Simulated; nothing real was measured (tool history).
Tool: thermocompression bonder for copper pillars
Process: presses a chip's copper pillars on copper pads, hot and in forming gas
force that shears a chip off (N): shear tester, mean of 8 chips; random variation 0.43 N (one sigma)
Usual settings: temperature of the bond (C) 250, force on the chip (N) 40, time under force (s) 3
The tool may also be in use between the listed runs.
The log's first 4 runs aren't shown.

| run | hour | temperature of the bond (C) | force on the chip (N) | time under force (s) | force that shears a chip off (N) |
|---|---|---|---|---|---|
| 5 | 138.1 | 234 | 40 | 3 | 76.3 |
| 6 | 178.7 | 234 | 40 | 3 | 76.2 |
|  | 181.5 | forming gas filter changed |
| 7 | 208.7 | 234 | 40 | 3 | 78.8 |
| 8 | 237.9 | 234 | 40 | 3 | 78.5 |
| 9 | 272.5 | 234 | 40 | 3 | 79.7 |
| 10 | 297.8 | 250 | 40 | 6 | 105.8 |
|  | 318.3 | force cell calibrated |
| 11 | 332 | 250 | 40 | 6 | 109.3 |
| 12 | 354.7 | 250 | 40 | 6 | 109.2 |
| 13 | 388.5 | 250 | 40 | 6 | 108.2 |
| 14 | 436.5 | 250 | 28 | 6 | 96.1 |
| 15 | 467.1 | 250 | 40 | 3 | 93.7 |
| 16 | 490.1 | 250 | 40 | 3 | 94.2 |
| 17 | 528.6 | 250 | 40 | 3 | 92.8 |
| 18 | 551.8 | 270 | 40 | 3 | 105.3 |
| 19 | 572.2 | 270 | 40 | 3 | 106.4 |
| 20 | 608 | 270 | 40 | 3 | 104.8 |

The next listed run, before its measurement:
| 21 | 637.3 | 227 | 38 | 3 | ? |

Run 21 gave force that shears a chip off (N) 74.1.
Without the tool's hidden state the same run would have given force that shears a chip off (N) 73.1.
